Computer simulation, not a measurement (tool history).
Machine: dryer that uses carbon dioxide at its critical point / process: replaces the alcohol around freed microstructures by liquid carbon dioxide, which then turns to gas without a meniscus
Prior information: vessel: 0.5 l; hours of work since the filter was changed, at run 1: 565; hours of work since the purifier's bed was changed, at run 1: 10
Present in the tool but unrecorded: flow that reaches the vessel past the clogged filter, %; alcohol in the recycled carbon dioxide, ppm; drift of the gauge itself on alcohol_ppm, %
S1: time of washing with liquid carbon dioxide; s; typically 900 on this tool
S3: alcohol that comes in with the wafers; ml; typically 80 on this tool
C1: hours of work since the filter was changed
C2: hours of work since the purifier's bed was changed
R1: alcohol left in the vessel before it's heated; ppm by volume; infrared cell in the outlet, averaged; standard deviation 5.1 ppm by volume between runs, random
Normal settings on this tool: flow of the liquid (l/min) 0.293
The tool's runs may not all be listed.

run 1 hour=0 | S1=900 flow_of_the_liquid_(l/min)=0.293 S3=80 | C1=565 C2=10 | R1=153
run 2 hour=8.7 | S1=900 flow_of_the_liquid_(l/min)=0.293 S3=80 | C1=571 C2=15 | R1=153
run 3 hour=18.2 | S1=1020 flow_of_the_liquid_(l/min)=0.293 S3=80 | C1=576 C2=21 | R1=68
run 4 hour=24.4 | S1=1020 flow_of_the_liquid_(l/min)=0.293 S3=80 | C1=580 C2=25 | R1=75
run 5 hour=35.7 | S1=1020 flow_of_the_liquid_(l/min)=0.293 S3=80 | C1=587 C2=32 | R1=81
-- hour=46.1 inlet filter changed
run 6 hour=46.1 | S1=900 flow_of_the_liquid_(l/min)=0.293 S3=24 | C1=0 C2=37 | R1=30
run 7 hour=54.5 | S1=1320 flow_of_the_liquid_(l/min)=0.293 S3=80 | C1=5 C2=43 | R1=17
run 8 hour=61.8 | S1=1320 flow_of_the_liquid_(l/min)=0.293 S3=80 | C1=10 C2=47 | R1=20
run 9 hour=75.5 | S1=900 flow_of_the_liquid_(l/min)=0.293 S3=80 | C1=18 C2=55 | R1=70
run 10 hour=83.5 | S1=900 flow_of_the_liquid_(l/min)=0.293 S3=80 | C1=23 C2=60 | R1=63
run 11 hour=96.6 | S1=1080 flow_of_the_liquid_(l/min)=0.276 S3=80 | C1=31 C2=68 | R1=37
run 12 hour=103.3 | S1=1020 flow_of_the_liquid_(l/min)=0.358 S3=21 | C1=35 C2=72 | R1=24
run 13 hour=115.7 | S1=900 flow_of_the_liquid_(l/min)=0.276 S3=39 | C1=42 C2=80 | R1=49
run 14 hour=129.5 | S1=960 flow_of_the_liquid_(l/min)=0.276 S3=35 | C1=51 C2=88 | R1=38
run 15 hour=139 | S1=960 flow_of_the_liquid_(l/min)=0.276 S3=35 | C1=57 C2=94 | R1=49
run 16 hour=149.2 | S1=900 flow_of_the_liquid_(l/min)=0.332 S3=48 | C1=63 C2=100 | R1=35
run 17 hour=157.6 | S1=900 flow_of_the_liquid_(l/min)=0.332 S3=48 | C1=68 C2=105 | R1=22

Branching from run 17: 5 alternative next runs. What would each branch give?
run A hour=169.8 | S1=600 flow_of_the_liquid_(l/min)=0.237 S3=111 | C1=75 C2=113 | R1=?
run B hour=169.8 | S1=900 flow_of_the_liquid_(l/min)=0.302 S3=118 | C1=75 C2=113 | R1=?
run C hour=169.8 | S1=660 flow_of_the_liquid_(l/min)=0.187 S3=48 | C1=75 C2=113 | R1=?
run D hour=169.8 | S1=600 flow_of_the_liquid_(l/min)=0.293 S3=80 | C1=75 C2=113 | R1=?
run E hour=169.8 | S1=660 flow_of_the_liquid_(l/min)=0.332 S3=48 | C1=75 C2=113 | R1=?

run=A R1=3168
run=B R1=94
run=C R1=2555
run=D R1=823
run=E R1=146
What these runs would have given with no unlogged condition in the tool:
run=A R1=2920
run=B R1=68
run=C R1=2377
run=D R1=733
run=E R1=115
